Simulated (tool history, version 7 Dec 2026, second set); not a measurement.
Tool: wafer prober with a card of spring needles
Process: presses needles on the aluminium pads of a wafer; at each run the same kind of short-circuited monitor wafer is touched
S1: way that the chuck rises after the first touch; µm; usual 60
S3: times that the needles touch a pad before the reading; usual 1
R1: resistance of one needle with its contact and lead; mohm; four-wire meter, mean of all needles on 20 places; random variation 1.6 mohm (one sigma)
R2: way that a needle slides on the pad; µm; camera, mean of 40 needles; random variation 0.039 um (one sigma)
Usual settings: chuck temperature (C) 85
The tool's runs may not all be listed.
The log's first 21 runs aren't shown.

-- hour=566.8 tips cleaned on abrasive film
run 22 hour=575.3 | S1=41 chuck_temperature_(C)=111 S3=2 | R1=160 R2=10.91
-- hour=585.0 tips cleaned on abrasive film
-- hour=587.9 height of the first contact set anew
run 23 hour=600.0 | S1=45 chuck_temperature_(C)=29 S3=1 | R1=147 R2=11.90
-- hour=603.3 tips cleaned on abrasive film
-- hour=620.6 tips cleaned on abrasive film
-- hour=637.2 tips cleaned on abrasive film
run 24 hour=637.2 | S1=45 chuck_temperature_(C)=29 S3=1 | R1=148 R2=11.98
-- hour=655.2 tips cleaned on abrasive film
-- hour=673.4 tips cleaned on abrasive film
run 25 hour=675.8 | S1=71 chuck_temperature_(C)=89 S3=2 | R1=152 R2=18.80
-- hour=690.9 tips cleaned on abrasive film
-- hour=708.8 tips cleaned on abrasive film
run 26 hour=708.8 | S1=71 chuck_temperature_(C)=89 S3=2 | R1=156 R2=18.77
-- hour=727.1 tips cleaned on abrasive film
-- hour=744.9 tips cleaned on abrasive film
run 27 hour=746.8 | S1=71 chuck_temperature_(C)=55 S3=2 | R1=149 R2=18.84
-- hour=762.7 tips cleaned on abrasive film
-- hour=780.1 tips cleaned on abrasive film
run 28 hour=783.7 | S1=60 chuck_temperature_(C)=30 S3=2 | R1=142 R2=15.81
-- hour=797.9 tips cleaned on abrasive film
run 29 hour=804.0 | S1=60 chuck_temperature_(C)=48 S3=2 | R1=148 R2=15.90
-- hour=807.5 height of the first contact set anew
-- hour=815.4 tips cleaned on abrasive film
-- hour=831.7 tips cleaned on abrasive film
run 30 hour=839.9 | S1=60 chuck_temperature_(C)=48 S3=2 | R1=145 R2=15.95

3 ways to go on from here, each from the tool as it stands after run 30. What would each give?
-- hour=849.3 tips cleaned on abrasive film
-- hour=865.7 tips cleaned on abrasive film
run A hour=877.8 | S1=66 chuck_temperature_(C)=43 S3=2 | R1=? R2=?
-- hour=849.3 tips cleaned on abrasive film
-- hour=865.7 tips cleaned on abrasive film
run B hour=877.8 | S1=60 chuck_temperature_(C)=31 S3=2 | R1=? R2=?
-- hour=849.3 tips cleaned on abrasive film
-- hour=865.7 tips cleaned on abrasive film
run C hour=877.8 | S1=76 chuck_temperature_(C)=95 S3=2 | R1=? R2=?

run=A R1=145 R2=17.58
run=B R1=143 R2=15.95
run=C R1=152 R2=20.19
Without the tool's hidden state the same runs would have given:
run=A R1=145 R2=17.59
run=B R1=143 R2=15.95
run=C R1=152 R2=20.19
